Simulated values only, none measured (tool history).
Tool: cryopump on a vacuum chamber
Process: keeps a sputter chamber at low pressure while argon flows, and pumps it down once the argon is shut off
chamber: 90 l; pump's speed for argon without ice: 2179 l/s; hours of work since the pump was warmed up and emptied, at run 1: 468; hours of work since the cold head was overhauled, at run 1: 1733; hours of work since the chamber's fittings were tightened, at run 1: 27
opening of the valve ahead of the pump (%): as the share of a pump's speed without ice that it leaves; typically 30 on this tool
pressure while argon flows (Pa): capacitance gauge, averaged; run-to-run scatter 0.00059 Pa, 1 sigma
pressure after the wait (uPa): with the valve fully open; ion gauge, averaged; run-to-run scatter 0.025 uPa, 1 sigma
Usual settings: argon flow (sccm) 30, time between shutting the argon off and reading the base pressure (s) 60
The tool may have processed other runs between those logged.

run    hour  argon flow (sccm)  time between shutting the argon off and reading the base pressure (s)  opening of the valve ahead of the pump (%)  hours of work since the pump was warmed up and emptied  hours of work since the cold head was overhauled  hours of work since the chamber's fittings were tightened  pressure while argon flows (Pa)  pressure after the wait (uPa)
  1     0.0                 30                                                                     60                                          30                                                     468                                              1733                                                         27                           0.0848                           1.00
  2    92.4                 30                                                                     60                                          30                                                     520                                              1786                                                         80                           0.0859                           1.07
  3   141.4                 30                                                                     60                                          30                                                     548                                              1813                                                        108                           0.0868                           1.12
      191.9  -- pump warmed up, emptied and cooled again
  4   258.9                 43                                                                     60                                          30                                                      38                                              1877                                                        171                           0.1135                           1.02
  5   348.2                 30                                                                    175                                          30                                                      89                                              1928                                                        222                           0.0795                           0.52
  6   402.0                 30                                                                    175                                          30                                                     119                                              1958                                                        253                           0.0794                           0.56
  7   470.5                 30                                                                    175                                          30                                                     158                                              1997                                                        291                           0.0804                           0.57
  8   518.7                 30                                                                    175                                          30                                                     185                                              2025                                                        319                           0.0809                           0.59
  9   617.5                 30                                                                    175                                          30                                                     241                                              2081                                                        375                           0.0817                           0.65
 10   707.2                 30                                                                    175                                          60                                                     292                                              2131                                                        426                           0.0432                           0.65
 11   811.2                 30                                                                     60                                          30                                                     351                                              2190                                                        485                           0.0833                           1.26
 12   893.1                 30                                                                     60                                          30                                                     398                                              2237                                                        531                           0.0830                           1.28
 13   940.4                 30                                                                     60                                          30                                                     425                                              2264                                                        558                           0.0847                           1.29
 14  1030.1                 30                                                                     60                                          30                                                     476                                              2315                                                        609                           0.0864                           1.29
 15  1102.4                 38                                                                    262                                          30                                                     517                                              2356                                                        650                           0.1084                           0.69
 16  1185.5                 38                                                                    262                                          45                                                     564                                              2403                                                        697                           0.0776                           0.74
     1210.8  -- pump warmed up, emptied and cooled again
 17  1257.2                 30                                                                     60                                          19                                                      26                                              2441                                                        735                           0.1235                           1.24
 18  1353.2                 30                                                                     60                                          19                                                      81                                              2495                                                        789                           0.1255                           1.29
 19  1432.5                 30                                                                     66                                          41                                                     126                                              2540                                                        834                           0.0579                           1.20
 20  1525.2                 30                                                                     72                                          24                                                     178                                              2593                                                        887                           0.0994                           1.16
 21  1573.4                 30                                                                     72                                          24                                                     206                                              2620                                                        914                           0.0999                           1.26
 22  1642.9                 30                                                                     72                                          22                                                     245                                              2659                                                        954                           0.1095                           1.25
 23  1753.2                 33                                                                     52                                          47                                                     308                                              2722                                                       1016                           0.0601                           1.55
 24  1808.9                 30                                                                    107                                          49                                                     339                                              2754                                                       1048                           0.0529                           1.05
 25  1904.4                 30                                                                    107                                          49                                                     393                                              2808                                                       1102                           0.0537                           1.13
 26  1957.8                 30                                                                     27                                          30                                                     424                                              2838                                                       1132                           0.0840                           2.48

Each run again, without the hidden state but with its own random variation kept:
What the log doesn't record here: pump's speed, % of a pump's without ice; cold plate's temperature, K; leak into the chamber, uPa l/s; drift of the gauge itself on working_pa, %; drift of the gauge itself on base_upa, %.
run  pressure while argon flows (Pa)  pressure after the wait (uPa)
  1                           0.0777                           0.91
  2                           0.0778                           0.96
  3                           0.0781                           0.98
  4                           0.1124                           0.94
  5                           0.0782                           0.41
  6                           0.0778                           0.43
  7                           0.0782                           0.42
  8                           0.0783                           0.43
  9                           0.0782                           0.45
 10                           0.0388                           0.42
 11                           0.0779                           0.99
 12                           0.0769                           0.98
 13                           0.0781                           0.97
 14                           0.0788                           0.93
 15                           0.0978                           0.30
 16                           0.0656                           0.32
 17                           0.1228                           0.95
 18                           0.1241                           0.96
 19                           0.0560                           0.86
 20                           0.0969                           0.79
 21                           0.0969                           0.85
 22                           0.1059                           0.82
 23                           0.0551                           1.08
 24                           0.0478                           0.56
 25                           0.0477                           0.60
 26                           0.0774                           1.93

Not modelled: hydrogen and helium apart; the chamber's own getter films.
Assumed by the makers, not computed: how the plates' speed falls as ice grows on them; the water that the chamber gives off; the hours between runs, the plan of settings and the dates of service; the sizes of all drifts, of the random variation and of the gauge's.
